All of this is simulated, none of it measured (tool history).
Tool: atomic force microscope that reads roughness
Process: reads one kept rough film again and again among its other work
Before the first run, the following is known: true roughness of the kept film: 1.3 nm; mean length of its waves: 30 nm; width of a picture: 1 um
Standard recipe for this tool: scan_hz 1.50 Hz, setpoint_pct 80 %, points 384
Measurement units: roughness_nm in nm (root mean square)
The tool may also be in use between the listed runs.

run	hour	scan_hz	setpoint_pct	points	roughness_nm
1	0.0	1.50	80	384	1.113
2	7.0	1.50	80	269	1.095
3	17.2	1.50	80	269	1.070
4	22.9	2.74	80	384	0.988
5	31.7	2.74	80	384	0.955
# hour 38.2: new tip fitted
6	38.2	0.59	80	384	1.187
7	47.5	1.50	80	384	1.093
8	53.7	1.50	57	384	1.182
9	62.6	1.50	57	384	1.152
10	71.4	1.50	57	384	1.138
# hour 77.0: new tip fitted
11	79.7	1.50	69	334	1.158
12	86.9	3.01	85	493	0.931
13	98.0	3.18	66	384	1.074
14	109.5	3.97	68	624	1.014
# hour 115.2: new tip fitted
15	119.7	1.09	80	384	1.143
16	129.4	1.50	76	860	1.105

Run 17 comes next. What will it give?
17	135.2	1.50	55	753	?

{"run 17": {"roughness_nm": 1.185}}
With the hidden condition absent and the run-to-run variation left alone, this run would have shown roughness_nm 1.237 nm (root mean square).

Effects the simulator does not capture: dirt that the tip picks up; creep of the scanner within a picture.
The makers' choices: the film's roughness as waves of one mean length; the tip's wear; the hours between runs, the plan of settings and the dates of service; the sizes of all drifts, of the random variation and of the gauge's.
